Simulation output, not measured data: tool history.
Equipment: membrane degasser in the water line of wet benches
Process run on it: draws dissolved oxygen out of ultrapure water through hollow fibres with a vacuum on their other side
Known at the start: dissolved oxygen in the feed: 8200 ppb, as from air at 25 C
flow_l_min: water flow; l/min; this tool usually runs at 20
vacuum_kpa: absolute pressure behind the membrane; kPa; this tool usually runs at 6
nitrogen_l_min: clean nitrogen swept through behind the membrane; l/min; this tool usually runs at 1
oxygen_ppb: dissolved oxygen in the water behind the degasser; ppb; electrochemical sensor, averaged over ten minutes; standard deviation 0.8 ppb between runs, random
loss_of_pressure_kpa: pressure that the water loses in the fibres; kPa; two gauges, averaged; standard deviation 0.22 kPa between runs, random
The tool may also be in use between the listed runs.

run 1 hour=0 | flow_l_min=20 vacuum_kpa=6 nitrogen_l_min=1 | oxygen_ppb=128.6 loss_of_pressure_kpa=54.39
run 2 hour=142.3 | flow_l_min=20 vacuum_kpa=6 nitrogen_l_min=1 | oxygen_ppb=127.6 loss_of_pressure_kpa=54.44
run 3 hour=324.4 | flow_l_min=20 vacuum_kpa=6 nitrogen_l_min=1 | oxygen_ppb=129.4 loss_of_pressure_kpa=54.52
run 4 hour=494.5 | flow_l_min=20 vacuum_kpa=6 nitrogen_l_min=1 | oxygen_ppb=129.4 loss_of_pressure_kpa=54.42
run 5 hour=601 | flow_l_min=20 vacuum_kpa=6 nitrogen_l_min=1 | oxygen_ppb=129.5 loss_of_pressure_kpa=54.78
run 6 hour=714 | flow_l_min=20 vacuum_kpa=6 nitrogen_l_min=1 | oxygen_ppb=127.6 loss_of_pressure_kpa=54.88
run 7 hour=836.8 | flow_l_min=20 vacuum_kpa=6 nitrogen_l_min=1 | oxygen_ppb=128.3 loss_of_pressure_kpa=54.57
run 8 hour=992.6 | flow_l_min=20 vacuum_kpa=6 nitrogen_l_min=1 | oxygen_ppb=129.3 loss_of_pressure_kpa=54.08
-- hour=1091.1 seals of the vacuum lines changed
run 9 hour=1142.5 | flow_l_min=20 vacuum_kpa=6 nitrogen_l_min=1 | oxygen_ppb=130.4 loss_of_pressure_kpa=54.64
run 10 hour=1304.7 | flow_l_min=20 vacuum_kpa=6 nitrogen_l_min=1 | oxygen_ppb=130 loss_of_pressure_kpa=54.47
run 11 hour=1392.1 | flow_l_min=20 vacuum_kpa=6 nitrogen_l_min=0.63 | oxygen_ppb=188.5 loss_of_pressure_kpa=54.13
run 12 hour=1587.5 | flow_l_min=20 vacuum_kpa=12.72 nitrogen_l_min=1 | oxygen_ppb=410.7 loss_of_pressure_kpa=54.43
run 13 hour=1717 | flow_l_min=20 vacuum_kpa=12.72 nitrogen_l_min=1 | oxygen_ppb=411.1 loss_of_pressure_kpa=54.58
run 14 hour=1839.9 | flow_l_min=20 vacuum_kpa=12.72 nitrogen_l_min=1 | oxygen_ppb=411.8 loss_of_pressure_kpa=54.54
run 15 hour=1951 | flow_l_min=20 vacuum_kpa=12.72 nitrogen_l_min=1 | oxygen_ppb=414.8 loss_of_pressure_kpa=54.64
run 16 hour=2136.3 | flow_l_min=20 vacuum_kpa=12.72 nitrogen_l_min=1 | oxygen_ppb=410.1 loss_of_pressure_kpa=53.99
run 17 hour=2337.8 | flow_l_min=12 vacuum_kpa=6.39 nitrogen_l_min=1 | oxygen_ppb=89.1 loss_of_pressure_kpa=32.74
run 18 hour=2437.2 | flow_l_min=12 vacuum_kpa=5.08 nitrogen_l_min=0.46 | oxygen_ppb=105.3 loss_of_pressure_kpa=32.6
run 19 hour=2612.7 | flow_l_min=29 vacuum_kpa=6 nitrogen_l_min=0.59 | oxygen_ppb=291.8 loss_of_pressure_kpa=78.78
run 20 hour=2719.7 | flow_l_min=20 vacuum_kpa=10.3 nitrogen_l_min=0.48 | oxygen_ppb=556.6 loss_of_pressure_kpa=54.39
run 21 hour=2907.7 | flow_l_min=22 vacuum_kpa=6 nitrogen_l_min=1 | oxygen_ppb=142.6 loss_of_pressure_kpa=60.13
run 22 hour=3031.6 | flow_l_min=22 vacuum_kpa=6 nitrogen_l_min=1 | oxygen_ppb=143.7 loss_of_pressure_kpa=60.19
run 23 hour=3112.9 | flow_l_min=20 vacuum_kpa=3.62 nitrogen_l_min=1 | oxygen_ppb=24.5 loss_of_pressure_kpa=54.39
run 24 hour=3199.9 | flow_l_min=19 vacuum_kpa=4.03 nitrogen_l_min=1.73 | oxygen_ppb=25.6 loss_of_pressure_kpa=51.58
run 25 hour=3328.9 | flow_l_min=24 vacuum_kpa=6 nitrogen_l_min=0.84 | oxygen_ppb=182.9 loss_of_pressure_kpa=65.71
run 26 hour=3506.5 | flow_l_min=24 vacuum_kpa=6 nitrogen_l_min=0.84 | oxygen_ppb=182.1 loss_of_pressure_kpa=65.07
run 27 hour=3623.7 | flow_l_min=15 vacuum_kpa=13.35 nitrogen_l_min=0.84 | oxygen_ppb=394.9 loss_of_pressure_kpa=40.98
run 28 hour=3751 | flow_l_min=27 vacuum_kpa=13.35 nitrogen_l_min=1.51 | oxygen_ppb=412.5 loss_of_pressure_kpa=73.48
-- hour=3796.4 vacuum gauge calibrated
run 29 hour=3944.4 | flow_l_min=20 vacuum_kpa=8.5 nitrogen_l_min=1.57 | oxygen_ppb=159.2 loss_of_pressure_kpa=53.91
run 30 hour=4140.1 | flow_l_min=25 vacuum_kpa=6 nitrogen_l_min=1 | oxygen_ppb=167.4 loss_of_pressure_kpa=67.85
run 31 hour=4316.2 | flow_l_min=25 vacuum_kpa=6 nitrogen_l_min=1 | oxygen_ppb=166.6 loss_of_pressure_kpa=67.86

4 ways to go on from here, each from the tool as it stands after run 31. What would each give?
run A hour=4510.7 | flow_l_min=32 vacuum_kpa=6 nitrogen_l_min=1 | oxygen_ppb=? loss_of_pressure_kpa=?
run B hour=4510.7 | flow_l_min=17 vacuum_kpa=10.6 nitrogen_l_min=1 | oxygen_ppb=? loss_of_pressure_kpa=?
run C hour=4510.7 | flow_l_min=26 vacuum_kpa=6.83 nitrogen_l_min=2.49 | oxygen_ppb=? loss_of_pressure_kpa=?
run D hour=4510.7 | flow_l_min=15 vacuum_kpa=5.83 nitrogen_l_min=0.54 | oxygen_ppb=? loss_of_pressure_kpa=?

run=A oxygen_ppb=234.4 loss_of_pressure_kpa=87.31
run=B oxygen_ppb=278.6 loss_of_pressure_kpa=46.29
run=C oxygen_ppb=111 loss_of_pressure_kpa=70.43
run=D oxygen_ppb=154.4 loss_of_pressure_kpa=40.78
The same runs, with their run-to-run variation unchanged, on a tool lacking any hidden condition would have given:
run=A oxygen_ppb=234.1 loss_of_pressure_kpa=87.2
run=B oxygen_ppb=278.6 loss_of_pressure_kpa=46.23
run=C oxygen_ppb=110.8 loss_of_pressure_kpa=70.35
run=D oxygen_ppb=154.4 loss_of_pressure_kpa=40.73

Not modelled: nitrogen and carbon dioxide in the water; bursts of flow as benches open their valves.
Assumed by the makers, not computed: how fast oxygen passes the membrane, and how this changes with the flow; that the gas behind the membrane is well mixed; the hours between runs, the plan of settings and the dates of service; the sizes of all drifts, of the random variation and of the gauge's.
